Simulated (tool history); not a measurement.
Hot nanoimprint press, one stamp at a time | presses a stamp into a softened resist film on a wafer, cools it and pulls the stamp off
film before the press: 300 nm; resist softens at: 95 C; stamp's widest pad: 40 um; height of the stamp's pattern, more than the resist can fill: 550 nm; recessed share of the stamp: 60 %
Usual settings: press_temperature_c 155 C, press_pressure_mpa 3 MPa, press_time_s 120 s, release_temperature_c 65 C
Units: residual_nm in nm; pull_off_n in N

Run 1, hour 0: usual settings. Result: residual_nm 176.9 nm, pull_off_n 193 N.
Run 2, hour 20.4: usual settings but press_pressure_mpa 1.83 MPa. Result: residual_nm 216.4 nm, pull_off_n 197 N.
Run 3, hour 31.5: usual settings but press_pressure_mpa 1.83 MPa. Result: residual_nm 217.3 nm, pull_off_n 206 N.
Run 4, hour 46.9: usual settings but press_pressure_mpa 1.83 MPa. Result: residual_nm 217.7 nm, pull_off_n 199 N.
Run 5, hour 64.7: usual settings but press_pressure_mpa 1.83 MPa. Result: residual_nm 218.4 nm, pull_off_n 206 N.
Run 6, hour 86.5: usual settings but press_pressure_mpa 2.05 MPa. Result: residual_nm 208.8 nm, pull_off_n 203 N.
Run 7, hour 108.5: usual settings but press_pressure_mpa 2.05 MPa. Result: residual_nm 210.3 nm, pull_off_n 207 N.
Run 8, hour 120.6: usual settings but press_pressure_mpa 2.05 MPa. Result: residual_nm 209 nm, pull_off_n 214 N.
Run 9, hour 135.9: usual settings but release_temperature_c 63 C. Result: residual_nm 180.4 nm, pull_off_n 215 N.
Run 10, hour 160.1: usual settings but release_temperature_c 61 C. Result: residual_nm 181.6 nm, pull_off_n 230 N.
Run 11, hour 179.6: usual settings but release_temperature_c 61 C. Result: residual_nm 180.5 nm, pull_off_n 232 N.
At hour 188.8: plate thermocouple calibrated.
Run 12, hour 195.2: usual settings but release_temperature_c 61 C. Result: residual_nm 183.9 nm, pull_off_n 238 N.
At hour 207.3: stamp cleaned and given a new release coat.
Run 13, hour 226.4: usual settings but press_temperature_c 157 C, press_pressure_mpa 3.93 MPa, press_time_s 108 s. Result: residual_nm 154.4 nm, pull_off_n 169 N.
Run 14, hour 247.2: usual settings but release_temperature_c 62 C. Result: residual_nm 183.5 nm, pull_off_n 179 N.
Run 15, hour 272: usual settings but release_temperature_c 62 C. Result: residual_nm 186.4 nm, pull_off_n 179 N.
At hour 287.6: plate thermocouple calibrated, once more.
Run 16, hour 287.8: usual settings but press_temperature_c 163 C, press_pressure_mpa 3.92 MPa, release_temperature_c 62 C. Result: residual_nm 109.3 nm, pull_off_n 177 N.
Run 17, hour 306.8: usual settings but press_pressure_mpa 3.64 MPa. Result: residual_nm 158.8 nm, pull_off_n 173 N.
Run 18, hour 329.7: usual settings but press_pressure_mpa 2.55 MPa. Result: residual_nm 187.5 nm, pull_off_n 175 N.
Run 19, hour 342.4: usual settings but press_temperature_c 166 C, press_pressure_mpa 2.19 MPa, press_time_s 226 s, release_temperature_c 53 C. Result: residual_nm 107 nm, pull_off_n 213 N.
Run 20, hour 353.3: usual settings but press_temperature_c 166 C, press_pressure_mpa 2.19 MPa, press_time_s 226 s, release_temperature_c 53 C. Result: residual_nm 107.7 nm, pull_off_n 213 N.
Run 21, hour 365.1: usual settings but press_temperature_c 151 C, press_pressure_mpa 2.39 MPa, press_time_s 75 s, release_temperature_c 62 C. Result: residual_nm 241.4 nm, pull_off_n 182 N.
Run 22, hour 375.8: usual settings but press_pressure_mpa 2.21 MPa, press_time_s 128 s. Result: residual_nm 197.3 nm, pull_off_n 176 N.

4 ways to go on from here, each from the tool as it stands after run 22. What would each give?
Run A, hour 401.6: usual settings but press_pressure_mpa 2.23 MPa, press_time_s 128 s, release_temperature_c 68 C. Result: residual_nm ?, pull_off_n ?.
Run B, hour 401.6: usual settings but press_time_s 177 s. Result: residual_nm ?, pull_off_n ?.
Run C, hour 401.6: usual settings but press_temperature_c 156 C, press_pressure_mpa 3.93 MPa, press_time_s 191 s. Result: residual_nm ?, pull_off_n ?.
Run D, hour 401.6: usual settings but press_pressure_mpa 4.02 MPa, press_time_s 147 s, release_temperature_c 69 C. Result: residual_nm ?, pull_off_n ?.

run  residual_nm  pull_off_n
  A        197.5         168
  B        157.4         184
  C        127.8         180
  D        144.1         166
Without the tool's hidden state the same runs would have given:
run  residual_nm  pull_off_n
  A        191.7         149
  B        150.9         164
  C        120.9         161
  D        136.5         147
